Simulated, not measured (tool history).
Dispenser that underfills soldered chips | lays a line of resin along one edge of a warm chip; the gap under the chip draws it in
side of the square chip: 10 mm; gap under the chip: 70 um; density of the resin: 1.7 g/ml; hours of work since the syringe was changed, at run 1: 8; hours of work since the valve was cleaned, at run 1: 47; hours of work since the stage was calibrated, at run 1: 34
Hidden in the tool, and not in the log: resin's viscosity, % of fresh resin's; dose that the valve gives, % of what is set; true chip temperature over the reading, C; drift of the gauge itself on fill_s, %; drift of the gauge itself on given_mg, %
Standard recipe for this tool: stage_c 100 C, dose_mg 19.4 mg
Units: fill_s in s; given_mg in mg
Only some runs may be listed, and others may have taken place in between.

run,hour,stage_c,dose_mg,hours of work since the syringe was changed,hours of work since the valve was cleaned,hours of work since the stage was calibrated,fill_s,given_mg
1,0,100,19.4,8,47,34,39.9,18.77
# hour 2.7: new syringe of resin
2,9,100,19.4,4,53,40,29.8,18.49
3,15.8,100,23.7,8,57,44,40.6,22.71
# hour 17.4: new syringe of resin
4,23.4,110,19.4,4,62,49,20.7,18.48
5,27.8,110,19.4,7,65,52,26.1,18.27
# hour 32.3: new syringe of resin
6,32.6,100,17.7,0,67,55,21.8,16.6
7,38.5,100,17.7,4,71,59,29.9,16.53
# hour 41.7: dispensing valve cleaned and set on the balance
8,47,100,19.4,9,3,64,42.8,19.42
# hour 48.3: new syringe of resin
9,54.7,100,19.4,4,8,68,29.4,19.48
10,60.1,100,17.1,8,12,72,40.2,17.07
# hour 63.5: new syringe of resin
11,64.3,100,17.1,0,14,74,22.4,16.91
12,71.8,100,19.4,5,19,79,33.1,19.07
13,76.7,100,19.4,9,22,82,41,19
# hour 78.7: new syringe of resin
14,83.8,100,17.9,3,27,87,28.7,17.7
15,87.5,100,20.8,6,29,89,33.6,20.27
# hour 93.8: new syringe of resin
16,95,100,20.8,1,34,94,23.2,20.34
17,101.4,100,20.8,5,38,98,31,20.19
18,106.9,100,20.8,8,41,101,41.3,20.11
# hour 109.2: new syringe of resin
19,111.9,97,18.2,2,44,104,27.5,17.41
20,115.9,97,18.2,4,47,107,34.3,17.64
21,120,87,23.3,7,50,110,58.4,22.47
# hour 124.5: new syringe of resin
22,125.6,108,22.8,1,53,113,16.8,21.81
23,130.1,98,19.4,4,56,116,29.7,18.63
24,135.8,111,22.2,7,60,120,25.9,21.06
# hour 139.8: new syringe of resin
25,143.7,111,22.2,3,64,125,18,21.19
26,148.4,103,20.5,6,67,128,29.6,19.32
# hour 155: new syringe of resin
27,155.6,103,22.2,0,72,132,19.3,20.96
# hour 158.2: dispensing valve cleaned and set on the balance
28,165,103,22.2,6,4,137,29.9,22.14
29,169.3,111,19.6,9,7,140,28.5,19.53
# hour 171: new syringe of resin
30,177.6,97,21.8,4,12,145,33.7,21.48
31,185.1,97,21.8,9,17,150,48.7,21.47
# hour 186.2: new syringe of resin
32,194.5,113,20.1,5,23,156,21.2,19.77
# hour 201.1: new syringe of resin
33,203.5,95,20.9,2,29,162,28.8,20.52
34,207.3,95,20.9,4,31,164,35.1,20.21
35,211.1,95,20.9,6,34,167,42.6,20.15

Pick out some run-to-run changes in fill_s. Of each, how much would a tool without hidden state show as well, from the settings, what came in and chance, and how much is left for the hidden state and any gauge scatter not in both results compared?
Run 10 -> 11: new syringe of resin. fill_s -17.8 s: hidden state -17.6, all else -0.2.
Run 20 -> 21: stage_c 97 -> 87, dose_mg 18.2 -> 23.3. fill_s +24.1 s: hidden state +14.9, all else +9.2.
Run 21 -> 22: stage_c 87 -> 108, dose_mg 23.3 -> 22.8, new syringe of resin. fill_s -41.6 s: hidden state -24.3, all else -17.3.
Run 31 -> 32: stage_c 97 -> 113, dose_mg 21.8 -> 20.1, new syringe of resin. fill_s -27.5 s: hidden state -17.7, all else -9.8.
